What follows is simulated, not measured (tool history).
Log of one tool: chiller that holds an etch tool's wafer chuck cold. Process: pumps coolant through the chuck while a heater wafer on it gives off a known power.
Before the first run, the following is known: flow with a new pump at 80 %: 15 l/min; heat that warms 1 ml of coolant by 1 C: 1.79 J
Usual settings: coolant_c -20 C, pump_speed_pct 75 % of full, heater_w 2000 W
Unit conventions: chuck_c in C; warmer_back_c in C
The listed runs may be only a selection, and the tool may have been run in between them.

| run | hour | coolant_c | pump_speed_pct | heater_w | chuck_c | warmer_back_c |
|---|---|---|---|---|---|---|
| 1 | 0 | -20 | 75 | 2000 | -5.7 | 4.89 |
| 2 | 70.4 | -20 | 75 | 2000 | -5.8 | 4.88 |
| 3 | 124.2 | -20 | 75 | 2000 | -5.7 | 4.83 |
| 4 | 184.3 | -20 | 75 | 2000 | -5.5 | 4.92 |
| 5 | 256.3 | -20 | 75 | 2000 | -5.5 | 4.84 |
| 6 | 335.4 | -20 | 75 | 2857 | 0.8 | 7 |
|  | 349.6 | coolant pump overhauled |
| 7 | 389.9 | -26 | 81 | 1984 | -12.4 | 4.54 |
|  | 451 | chiller's thermometer calibrated |
| 8 | 488.2 | -21 | 75 | 2901 | 0.6 | 7.13 |
| 9 | 589.1 | -19 | 60 | 2000 | -1 | 6.15 |
| 10 | 657.4 | -19 | 60 | 2000 | -0.9 | 6.15 |
| 11 | 752.8 | -14 | 75 | 2108 | 1.7 | 5.23 |
| 12 | 807.7 | -17 | 69 | 1315 | -6.6 | 3.5 |

Measured less the same run without the tool's hidden state. The same run-to-run variation is in both; the gauge's scatter may not be:
Hidden state at play: heat passed by the chuck's channels, % of clean ones'; flow at a given pump speed, % of a new pump's; coolant's true temperature over the reading, C; drift of the gauge itself on chuck_c, C; drift of the gauge itself on warmer_back_c, C.
| run | chuck_c | warmer_back_c |
|---|---|---|
| 1 | +0 | +0.1 |
| 2 | +0 | +0.11 |
| 3 | +0.1 | +0.11 |
| 4 | +0.1 | +0.12 |
| 5 | +0 | +0.12 |
| 6 | +0.2 | +0.17 |
| 7 | +0.1 | +0.13 |
| 8 | +0.8 | +0.21 |
| 9 | +0.7 | +0.19 |
| 10 | +0.7 | +0.2 |
| 11 | +0.6 | +0.17 |
| 12 | +0.4 | +0.12 |
